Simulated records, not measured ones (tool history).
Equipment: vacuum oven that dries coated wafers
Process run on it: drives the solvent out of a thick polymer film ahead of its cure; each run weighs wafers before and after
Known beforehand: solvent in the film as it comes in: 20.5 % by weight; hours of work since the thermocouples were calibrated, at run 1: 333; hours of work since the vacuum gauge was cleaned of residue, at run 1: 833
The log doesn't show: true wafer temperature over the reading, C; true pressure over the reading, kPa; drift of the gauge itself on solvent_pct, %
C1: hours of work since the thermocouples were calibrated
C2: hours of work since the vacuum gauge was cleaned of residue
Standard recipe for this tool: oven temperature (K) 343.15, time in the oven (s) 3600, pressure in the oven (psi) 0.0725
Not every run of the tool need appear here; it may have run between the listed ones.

run 1 day=0 | oven_temperature_(K)=343.15 time_in_the_oven_(s)=3600 pressure_in_the_oven_(psi)=0.0725 | C1=333 C2=833 | solvent_left_in_the_film_(%)=4.1
run 2 day=0.625 | oven_temperature_(K)=357.15 time_in_the_oven_(s)=3600 pressure_in_the_oven_(psi)=0.0725 | C1=341 C2=842 | solvent_left_in_the_film_(%)=0.52
run 3 day=1.229 | oven_temperature_(K)=343.15 time_in_the_oven_(s)=3600 pressure_in_the_oven_(psi)=0.0725 | C1=349 C2=849 | solvent_left_in_the_film_(%)=4
run 4 day=2.117 | oven_temperature_(K)=343.15 time_in_the_oven_(s)=3600 pressure_in_the_oven_(psi)=0.0725 | C1=361 C2=861 | solvent_left_in_the_film_(%)=4
run 5 day=2.529 | oven_temperature_(K)=347.15 time_in_the_oven_(s)=3600 pressure_in_the_oven_(psi)=0.0725 | C1=366 C2=867 | solvent_left_in_the_film_(%)=2.6
run 6 day=3.279 | oven_temperature_(K)=347.15 time_in_the_oven_(s)=3600 pressure_in_the_oven_(psi)=0.0725 | C1=376 C2=876 | solvent_left_in_the_film_(%)=2.52
run 7 day=4.029 | oven_temperature_(K)=343.15 time_in_the_oven_(s)=3600 pressure_in_the_oven_(psi)=0.0487 | C1=386 C2=886 | solvent_left_in_the_film_(%)=3.9
run 8 day=4.879 | oven_temperature_(K)=343.15 time_in_the_oven_(s)=3600 pressure_in_the_oven_(psi)=0.0487 | C1=397 C2=897 | solvent_left_in_the_film_(%)=3.94
run 9 day=5.492 | oven_temperature_(K)=343.15 time_in_the_oven_(s)=3600 pressure_in_the_oven_(psi)=0.0904 | C1=405 C2=905 | solvent_left_in_the_film_(%)=4
run 10 day=5.983 | oven_temperature_(K)=343.15 time_in_the_oven_(s)=3600 pressure_in_the_oven_(psi)=0.0725 | C1=412 C2=912 | solvent_left_in_the_film_(%)=4
run 11 day=6.838 | oven_temperature_(K)=343.15 time_in_the_oven_(s)=3600 pressure_in_the_oven_(psi)=0.1553 | C1=423 C2=923 | solvent_left_in_the_film_(%)=4.15
run 12 day=7.679 | oven_temperature_(K)=337.15 time_in_the_oven_(s)=3600 pressure_in_the_oven_(psi)=0.0725 | C1=434 C2=934 | solvent_left_in_the_film_(%)=6.57
run 13 day=8.542 | oven_temperature_(K)=337.15 time_in_the_oven_(s)=3600 pressure_in_the_oven_(psi)=0.0725 | C1=445 C2=945 | solvent_left_in_the_film_(%)=6.35
run 14 day=9.217 | oven_temperature_(K)=343.15 time_in_the_oven_(s)=2400 pressure_in_the_oven_(psi)=0.0725 | C1=454 C2=954 | solvent_left_in_the_film_(%)=6.37
run 15 day=10.154 | oven_temperature_(K)=343.15 time_in_the_oven_(s)=2400 pressure_in_the_oven_(psi)=0.0725 | C1=466 C2=967 | solvent_left_in_the_film_(%)=6.27
run 16 day=10.671 | oven_temperature_(K)=343.15 time_in_the_oven_(s)=2400 pressure_in_the_oven_(psi)=0.0725 | C1=473 C2=973 | solvent_left_in_the_film_(%)=6.38
run 17 day=11.654 | oven_temperature_(K)=343.15 time_in_the_oven_(s)=3600 pressure_in_the_oven_(psi)=0.0725 | C1=486 C2=986 | solvent_left_in_the_film_(%)=3.87
run 18 day=12.058 | oven_temperature_(K)=330.15 time_in_the_oven_(s)=3600 pressure_in_the_oven_(psi)=0.1217 | C1=491 C2=992 | solvent_left_in_the_film_(%)=9.67
run 19 day=12.567 | oven_temperature_(K)=335.15 time_in_the_oven_(s)=2280 pressure_in_the_oven_(psi)=0.0373 | C1=498 C2=998 | solvent_left_in_the_film_(%)=9.85
run 20 day=13.388 | oven_temperature_(K)=335.15 time_in_the_oven_(s)=2280 pressure_in_the_oven_(psi)=0.0373 | C1=509 C2=1009 | solvent_left_in_the_film_(%)=10.15
run 21 day=14.279 | oven_temperature_(K)=329.15 time_in_the_oven_(s)=5160 pressure_in_the_oven_(psi)=0.0928 | C1=520 C2=1021 | solvent_left_in_the_film_(%)=8.05
run 22 day=14.742 | oven_temperature_(K)=329.15 time_in_the_oven_(s)=2640 pressure_in_the_oven_(psi)=0.0917 | C1=526 C2=1027 | solvent_left_in_the_film_(%)=11.65
run 23 day=15.171 | oven_temperature_(K)=329.15 time_in_the_oven_(s)=2640 pressure_in_the_oven_(psi)=0.0917 | C1=532 C2=1032 | solvent_left_in_the_film_(%)=11.59
-- day=15.312 oven's thermocouples calibrated
run 24 day=15.704 | oven_temperature_(K)=343.15 time_in_the_oven_(s)=2940 pressure_in_the_oven_(psi)=0.0534 | C1=5 C2=1038 | solvent_left_in_the_film_(%)=5
run 25 day=16.217 | oven_temperature_(K)=356.15 time_in_the_oven_(s)=3900 pressure_in_the_oven_(psi)=0.0412 | C1=12 C2=1045 | solvent_left_in_the_film_(%)=0.42
run 26 day=17.208 | oven_temperature_(K)=356.15 time_in_the_oven_(s)=3900 pressure_in_the_oven_(psi)=0.0412 | C1=25 C2=1058 | solvent_left_in_the_film_(%)=0.45
run 27 day=17.804 | oven_temperature_(K)=334.15 time_in_the_oven_(s)=3960 pressure_in_the_oven_(psi)=0.0474 | C1=33 C2=1066 | solvent_left_in_the_film_(%)=7.18
run 28 day=18.721 | oven_temperature_(K)=334.15 time_in_the_oven_(s)=3600 pressure_in_the_oven_(psi)=0.0815 | C1=45 C2=1078 | solvent_left_in_the_film_(%)=7.84
run 29 day=19.404 | oven_temperature_(K)=329.15 time_in_the_oven_(s)=3720 pressure_in_the_oven_(psi)=0.0815 | C1=54 C2=1087 | solvent_left_in_the_film_(%)=9.72
run 30 day=19.925 | oven_temperature_(K)=329.15 time_in_the_oven_(s)=4740 pressure_in_the_oven_(psi)=0.0815 | C1=61 C2=1094 | solvent_left_in_the_film_(%)=8.24

Forecast run 31:
-- day=20.079 oven's thermocouples calibrated, once more
run 31 day=20.833 | oven_temperature_(K)=329.15 time_in_the_oven_(s)=4740 pressure_in_the_oven_(psi)=0.0815 | C1=10 C2=1105 | solvent_left_in_the_film_(%)=?

Run 31 measured solvent left in the film (%) 8.82.
If the tool had no hidden condition, the same run with the same run-to-run variation would have returned solvent left in the film (%) 8.67.
